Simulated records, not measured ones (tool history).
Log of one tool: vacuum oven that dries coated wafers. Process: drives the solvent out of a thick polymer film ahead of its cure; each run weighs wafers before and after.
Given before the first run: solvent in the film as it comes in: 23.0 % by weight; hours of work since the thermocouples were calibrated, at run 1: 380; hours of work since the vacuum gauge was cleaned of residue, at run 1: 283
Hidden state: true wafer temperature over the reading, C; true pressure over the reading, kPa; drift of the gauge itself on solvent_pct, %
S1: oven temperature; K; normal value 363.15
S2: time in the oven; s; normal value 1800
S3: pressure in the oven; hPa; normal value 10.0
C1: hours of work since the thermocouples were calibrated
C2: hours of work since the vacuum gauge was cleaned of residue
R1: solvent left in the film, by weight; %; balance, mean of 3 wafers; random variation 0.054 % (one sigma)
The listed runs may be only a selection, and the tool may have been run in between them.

{"run": 1, "hour": 0.0, "S1": 363.15, "S2": 1800, "S3": 10.0, "C1": 380, "C2": 283, "R1": 2.15}
{"run": 2, "hour": 6.7, "S1": 363.15, "S2": 1800, "S3": 10.0, "C1": 385, "C2": 288, "R1": 2.21}
{"run": 3, "hour": 19.5, "S1": 363.15, "S2": 1800, "S3": 10.0, "C1": 395, "C2": 298, "R1": 2.2}
{"run": 4, "hour": 25.6, "S1": 363.15, "S2": 2580, "S3": 10.0, "C1": 400, "C2": 303, "R1": 1.2}
{"run": 5, "hour": 31.9, "S1": 374.15, "S2": 2580, "S3": 10.0, "C1": 405, "C2": 308, "R1": 0.52}
{"run": 6, "hour": 44.4, "S1": 354.15, "S2": 1800, "S3": 10.0, "C1": 414, "C2": 317, "R1": 4.17}
{"run": 7, "hour": 54.6, "S1": 354.15, "S2": 1800, "S3": 35.9, "C1": 422, "C2": 325, "R1": 5.34}
{"run": 8, "hour": 62.4, "S1": 354.15, "S2": 1800, "S3": 35.9, "C1": 428, "C2": 331, "R1": 5.66}
{"run": 9, "hour": 71.1, "S1": 363.15, "S2": 1800, "S3": 10.0, "C1": 435, "C2": 338, "R1": 2.25}
{"run": 10, "hour": 82.6, "S1": 363.15, "S2": 1680, "S3": 10.0, "C1": 444, "C2": 347, "R1": 2.51}
{"run": 11, "hour": 88.6, "S1": 363.15, "S2": 2520, "S3": 10.0, "C1": 449, "C2": 352, "R1": 1.21}
{"run": 12, "hour": 97.2, "S1": 363.15, "S2": 2520, "S3": 10.0, "C1": 455, "C2": 358, "R1": 1.09}
{"run": 13, "hour": 108.6, "S1": 363.15, "S2": 2520, "S3": 10.0, "C1": 464, "C2": 367, "R1": 1.13}
{"run": 14, "hour": 121.8, "S1": 363.15, "S2": 2520, "S3": 10.0, "C1": 474, "C2": 377, "R1": 1.1}
{"run": 15, "hour": 134.6, "S1": 363.15, "S2": 1800, "S3": 20.6, "C1": 484, "C2": 387, "R1": 2.69}
{"run": 16, "hour": 146.0, "S1": 363.15, "S2": 1800, "S3": 10.0, "C1": 493, "C2": 396, "R1": 2.27}
{"run": 17, "hour": 154.8, "S1": 363.15, "S2": 1800, "S3": 10.0, "C1": 500, "C2": 403, "R1": 2.34}
{"run": 18, "hour": 161.1, "S1": 363.15, "S2": 1800, "S3": 10.0, "C1": 505, "C2": 408, "R1": 2.27}
{"run": 19, "hour": 166.7, "S1": 363.15, "S2": 1800, "S3": 10.0, "C1": 509, "C2": 412, "R1": 2.37}
{"run": 20, "hour": 179.6, "S1": 363.15, "S2": 1800, "S3": 10.0, "C1": 519, "C2": 422, "R1": 2.24}
{"run": 21, "hour": 185.2, "S1": 363.15, "S2": 1800, "S3": 10.0, "C1": 523, "C2": 426, "R1": 2.16}
{"run": 22, "hour": 196.4, "S1": 357.15, "S2": 1800, "S3": 10.0, "C1": 532, "C2": 435, "R1": 3.58}
{"run": 23, "hour": 204.4, "S1": 357.15, "S2": 1800, "S3": 10.0, "C1": 538, "C2": 441, "R1": 3.41}
{"run": 24, "hour": 215.6, "S1": 357.15, "S2": 1800, "S3": 10.0, "C1": 547, "C2": 450, "R1": 3.6}
{"run": 25, "hour": 222.9, "S1": 363.15, "S2": 1800, "S3": 5.6, "C1": 552, "C2": 455, "R1": 2.07}
{"run": 26, "hour": 234.3, "S1": 363.15, "S2": 1800, "S3": 5.6, "C1": 561, "C2": 464, "R1": 2.07}
{"run": 27, "hour": 247.4, "S1": 363.15, "S2": 2220, "S3": 28.1, "C1": 571, "C2": 474, "R1": 2.17}
{"run": 28, "hour": 254.5, "S1": 363.15, "S2": 1800, "S3": 21.8, "C1": 577, "C2": 480, "R1": 2.72}
{"run": 29, "hour": 266.1, "S1": 366.15, "S2": 1860, "S3": 10.0, "C1": 586, "C2": 489, "R1": 1.77}
{"run": 30, "hour": 273.1, "S1": 376.15, "S2": 1020, "S3": 25.2, "C1": 591, "C2": 494, "R1": 2.81}
{"run": 31, "hour": 282.6, "S1": 350.15, "S2": 1800, "S3": 10.0, "C1": 599, "C2": 502, "R1": 5.34}
{"run": 32, "hour": 294.7, "S1": 350.15, "S2": 1800, "S3": 10.0, "C1": 608, "C2": 511, "R1": 5.54}
{"run": 33, "hour": 305.3, "S1": 359.15, "S2": 1860, "S3": 9.0, "C1": 616, "C2": 519, "R1": 2.94}
{"run": 34, "hour": 314.9, "S1": 353.15, "S2": 2220, "S3": 10.0, "C1": 624, "C2": 527, "R1": 3.48}
{"run": 35, "hour": 327.6, "S1": 363.15, "S2": 1800, "S3": 6.7, "C1": 633, "C2": 536, "R1": 2.28}
{"run": 36, "hour": 338.6, "S1": 363.15, "S2": 1560, "S3": 13.6, "C1": 642, "C2": 545, "R1": 3.19}
{"run": 37, "hour": 345.0, "S1": 355.15, "S2": 1560, "S3": 16.5, "C1": 647, "C2": 550, "R1": 5.15}

Run 38 is up next; what results do you expect?
{"run": 38, "hour": 352.7, "S1": 355.15, "S2": 1140, "S3": 16.5, "C1": 653, "C2": 556, "R1": "?"}

{"run 38": {"R1": 7.18}}
With the hidden condition absent and the run-to-run variation left alone, this run would have shown R1 6.65 %.
